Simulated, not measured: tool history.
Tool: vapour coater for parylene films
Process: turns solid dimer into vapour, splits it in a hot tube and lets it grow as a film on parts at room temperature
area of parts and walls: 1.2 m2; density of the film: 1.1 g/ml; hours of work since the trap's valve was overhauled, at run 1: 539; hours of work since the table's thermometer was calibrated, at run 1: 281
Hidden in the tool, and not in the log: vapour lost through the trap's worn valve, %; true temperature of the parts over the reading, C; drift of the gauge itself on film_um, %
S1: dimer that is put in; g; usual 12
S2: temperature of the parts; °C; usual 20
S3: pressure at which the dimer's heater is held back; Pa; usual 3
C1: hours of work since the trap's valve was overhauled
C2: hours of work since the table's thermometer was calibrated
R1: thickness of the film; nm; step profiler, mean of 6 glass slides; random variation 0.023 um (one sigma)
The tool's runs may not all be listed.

| run | hour | S1 | S2 | S3 | C1 | C2 | R1 |
|---|---|---|---|---|---|---|---|
| 1 | 0 | 12 | 20 | 3 | 539 | 281 | 4320 |
| 2 | 22.1 | 12 | 20 | 3 | 548 | 290 | 4350 |
| 3 | 48 | 12 | 13 | 3 | 559 | 301 | 5890 |
| 4 | 63.6 | 12 | 13 | 3 | 566 | 308 | 5840 |
| 5 | 88 | 12 | 13 | 3 | 576 | 318 | 5860 |
| 6 | 116.2 | 7 | 20 | 3 | 588 | 330 | 2510 |
| 7 | 153.4 | 7 | 20 | 3 | 604 | 346 | 2500 |
| 8 | 185 | 7 | 15 | 3 | 618 | 359 | 3120 |
| 9 | 203.3 | 7 | 15 | 3 | 626 | 367 | 3090 |
| 10 | 228.5 | 7 | 15 | 3 | 636 | 378 | 3100 |
| 11 | 257.9 | 12 | 20 | 3 | 649 | 391 | 4250 |
| 12 | 273.4 | 7 | 20 | 3 | 655 | 397 | 2480 |
|  | 295.7 | trap's valve overhauled |
| 13 | 298 | 12 | 20 | 3 | 1 | 406 | 4620 |
| 14 | 335.2 | 19 | 18 | 3.11 | 17 | 422 | 7860 |
| 15 | 355.8 | 19 | 12 | 2.06 | 26 | 431 | 11170 |
| 16 | 379.4 | 13 | 18 | 2.06 | 36 | 441 | 5880 |
| 17 | 397.2 | 9 | 20 | 3 | 43 | 448 | 3430 |
| 18 | 425.7 | 12 | 28 | 3 | 55 | 460 | 3200 |
| 19 | 462.5 | 12 | 28 | 3 | 71 | 476 | 3180 |
| 20 | 489.7 | 14 | 23 | 6.73 | 83 | 488 | 3970 |
| 21 | 508.8 | 13 | 23 | 7.89 | 91 | 496 | 3500 |
| 22 | 528.6 | 5 | 21 | 10.55 | 99 | 504 | 1400 |
| 23 | 550.2 | 7 | 29 | 3 | 109 | 514 | 1760 |
| 24 | 577.1 | 21 | 20 | 3.27 | 120 | 525 | 7790 |
| 25 | 598.2 | 17 | 20 | 3.99 | 129 | 534 | 6030 |
| 26 | 627.8 | 12 | 30 | 3 | 142 | 547 | 2900 |

Forecast each of these 5 alternatives for the next run:
| A | 661.5 | 15 | 14 | 3 | 156 | 561 | ? |
| B | 661.5 | 11 | 30 | 3 | 156 | 561 | ? |
| C | 661.5 | 12 | 24 | 6.74 | 156 | 561 | ? |
| D | 661.5 | 20 | 17 | 5.23 | 156 | 561 | ? |
| E | 661.5 | 12 | 20 | 2.7 | 156 | 561 | ? |

| run | R1 |
|---|---|
| A | 7330 |
| B | 2680 |
| C | 3210 |
| D | 7610 |
| E | 4580 |
Without the tool's hidden state the same runs would have given:
| run | R1 |
|---|---|
| A | 7700 |
| B | 2810 |
| C | 3370 |
| D | 8000 |
| E | 4810 |
